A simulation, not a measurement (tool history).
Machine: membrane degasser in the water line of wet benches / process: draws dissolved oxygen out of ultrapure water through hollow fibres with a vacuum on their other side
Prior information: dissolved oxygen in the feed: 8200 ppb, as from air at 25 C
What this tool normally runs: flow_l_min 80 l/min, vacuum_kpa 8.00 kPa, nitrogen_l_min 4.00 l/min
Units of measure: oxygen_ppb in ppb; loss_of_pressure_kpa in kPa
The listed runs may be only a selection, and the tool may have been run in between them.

Run 1, hour 0.0: usual settings. Result: oxygen_ppb 221.7 ppb, loss_of_pressure_kpa 40.51 kPa.
Run 2, hour 38.0: usual settings but vacuum_kpa 12.46 kPa. Result: oxygen_ppb 409.0 ppb, loss_of_pressure_kpa 40.48 kPa.
Run 3, hour 94.3: usual settings but vacuum_kpa 12.46 kPa. Result: oxygen_ppb 407.1 ppb, loss_of_pressure_kpa 40.59 kPa.
Run 4, hour 130.9: usual settings. Result: oxygen_ppb 222.3 ppb, loss_of_pressure_kpa 40.60 kPa.
Run 5, hour 162.3: usual settings. Result: oxygen_ppb 222.4 ppb, loss_of_pressure_kpa 40.57 kPa.
Run 6, hour 190.3: usual settings. Result: oxygen_ppb 222.9 ppb, loss_of_pressure_kpa 40.81 kPa.
Run 7, hour 228.8: usual settings but vacuum_kpa 16.83 kPa. Result: oxygen_ppb 581.9 ppb, loss_of_pressure_kpa 40.57 kPa.
Run 8, hour 271.5: usual settings but vacuum_kpa 16.83 kPa. Result: oxygen_ppb 585.0 ppb, loss_of_pressure_kpa 40.75 kPa.
Run 9, hour 320.3: usual settings but nitrogen_l_min 8.47 l/min. Result: oxygen_ppb 115.0 ppb, loss_of_pressure_kpa 40.48 kPa.
Run 10, hour 350.1: usual settings but nitrogen_l_min 8.47 l/min. Result: oxygen_ppb 116.7 ppb, loss_of_pressure_kpa 40.71 kPa.
Run 11, hour 400.4: usual settings but nitrogen_l_min 8.47 l/min. Result: oxygen_ppb 116.0 ppb, loss_of_pressure_kpa 40.69 kPa.
Run 12, hour 440.5: usual settings. Result: oxygen_ppb 223.5 ppb, loss_of_pressure_kpa 40.71 kPa.
At hour 448.2: seals of the vacuum lines changed.
Run 13, hour 481.9: usual settings. Result: oxygen_ppb 221.3 ppb, loss_of_pressure_kpa 40.55 kPa.
Run 14, hour 532.6: usual settings. Result: oxygen_ppb 222.4 ppb, loss_of_pressure_kpa 40.73 kPa.
Run 15, hour 568.6: usual settings but flow_l_min 89 l/min. Result: oxygen_ppb 244.5 ppb, loss_of_pressure_kpa 45.39 kPa.
Run 16, hour 599.3: usual settings but flow_l_min 89 l/min. Result: oxygen_ppb 244.7 ppb, loss_of_pressure_kpa 45.21 kPa.
Run 17, hour 628.1: usual settings but flow_l_min 63 l/min, vacuum_kpa 5.75 kPa, nitrogen_l_min 4.63 l/min. Result: oxygen_ppb 88.5 ppb, loss_of_pressure_kpa 32.00 kPa.
Run 18, hour 653.3: usual settings but flow_l_min 63 l/min, vacuum_kpa 5.75 kPa, nitrogen_l_min 4.63 l/min. Result: oxygen_ppb 88.5 ppb, loss_of_pressure_kpa 32.18 kPa.
Run 19, hour 704.9: usual settings but vacuum_kpa 7.79 kPa, nitrogen_l_min 9.77 l/min. Result: oxygen_ppb 97.6 ppb, loss_of_pressure_kpa 40.90 kPa.
Run 20, hour 757.7: usual settings but flow_l_min 85 l/min, vacuum_kpa 7.79 kPa, nitrogen_l_min 3.20 l/min. Result: oxygen_ppb 271.3 ppb, loss_of_pressure_kpa 43.29 kPa.
Run 21, hour 790.8: usual settings but flow_l_min 63 l/min, vacuum_kpa 7.79 kPa, nitrogen_l_min 8.02 l/min. Result: oxygen_ppb 92.1 ppb, loss_of_pressure_kpa 32.09 kPa.
Run 22, hour 840.6: usual settings but flow_l_min 63 l/min, vacuum_kpa 7.79 kPa, nitrogen_l_min 8.02 l/min. Result: oxygen_ppb 92.6 ppb, loss_of_pressure_kpa 32.34 kPa.
Run 23, hour 865.1: usual settings but flow_l_min 109 l/min, vacuum_kpa 15.50 kPa, nitrogen_l_min 8.14 l/min. Result: oxygen_ppb 379.4 ppb, loss_of_pressure_kpa 55.63 kPa.
Run 24, hour 920.5: usual settings but flow_l_min 48 l/min, vacuum_kpa 17.42 kPa, nitrogen_l_min 3.44 l/min. Result: oxygen_ppb 441.8 ppb, loss_of_pressure_kpa 24.44 kPa.
Run 25, hour 975.8: usual settings but flow_l_min 48 l/min, vacuum_kpa 17.42 kPa, nitrogen_l_min 3.44 l/min. Result: oxygen_ppb 445.9 ppb, loss_of_pressure_kpa 24.47 kPa.
Run 26, hour 1016.0: usual settings but flow_l_min 48 l/min, vacuum_kpa 17.42 kPa, nitrogen_l_min 3.44 l/min. Result: oxygen_ppb 443.5 ppb, loss_of_pressure_kpa 24.54 kPa.
Run 27, hour 1067.6: usual settings but flow_l_min 58 l/min, vacuum_kpa 5.60 kPa, nitrogen_l_min 3.37 l/min. Result: oxygen_ppb 103.6 ppb, loss_of_pressure_kpa 29.37 kPa.
Run 28, hour 1092.2: usual settings but flow_l_min 58 l/min, vacuum_kpa 5.60 kPa, nitrogen_l_min 3.37 l/min. Result: oxygen_ppb 103.4 ppb, loss_of_pressure_kpa 29.71 kPa.
Run 29, hour 1122.5: usual settings but flow_l_min 65 l/min, vacuum_kpa 5.60 kPa, nitrogen_l_min 3.93 l/min. Result: oxygen_ppb 101.6 ppb, loss_of_pressure_kpa 33.03 kPa.
Run 30, hour 1176.7: usual settings but vacuum_kpa 6.69 kPa, nitrogen_l_min 4.31 l/min. Result: oxygen_ppb 157.1 ppb, loss_of_pressure_kpa 40.86 kPa.
Run 31, hour 1207.8: usual settings but vacuum_kpa 6.69 kPa, nitrogen_l_min 4.31 l/min. Result: oxygen_ppb 158.9 ppb, loss_of_pressure_kpa 40.87 kPa.
Run 32, hour 1257.5: usual settings but vacuum_kpa 6.69 kPa, nitrogen_l_min 4.31 l/min. Result: oxygen_ppb 158.1 ppb, loss_of_pressure_kpa 40.78 kPa.

Here are 4 independent what-if runs from the current tool condition. What would each one return?
Run A, hour 1305.6: usual settings but flow_l_min 127 l/min, nitrogen_l_min 3.29 l/min. Result: oxygen_ppb ?, loss_of_pressure_kpa ?.
Run B, hour 1305.6: usual settings but flow_l_min 99 l/min, vacuum_kpa 6.69 kPa, nitrogen_l_min 6.33 l/min. Result: oxygen_ppb ?, loss_of_pressure_kpa ?.
Run C, hour 1305.6: usual settings but vacuum_kpa 9.04 kPa, nitrogen_l_min 9.75 l/min. Result: oxygen_ppb ?, loss_of_pressure_kpa ?.
Run D, hour 1305.6: usual settings but vacuum_kpa 6.69 kPa, nitrogen_l_min 9.59 l/min. Result: oxygen_ppb ?, loss_of_pressure_kpa ?.

run  oxygen_ppb  loss_of_pressure_kpa
  A       390.7                 64.78
  B       138.3                 50.70
  C       122.7                 40.83
  D        78.7                 40.72
Take away the tool's hidden state, keep each run's random variation, and the runs would have read:
run  oxygen_ppb  loss_of_pressure_kpa
  A       372.6                 64.04
  B       129.4                 50.12
  C       117.6                 40.36
  D        73.5                 40.25

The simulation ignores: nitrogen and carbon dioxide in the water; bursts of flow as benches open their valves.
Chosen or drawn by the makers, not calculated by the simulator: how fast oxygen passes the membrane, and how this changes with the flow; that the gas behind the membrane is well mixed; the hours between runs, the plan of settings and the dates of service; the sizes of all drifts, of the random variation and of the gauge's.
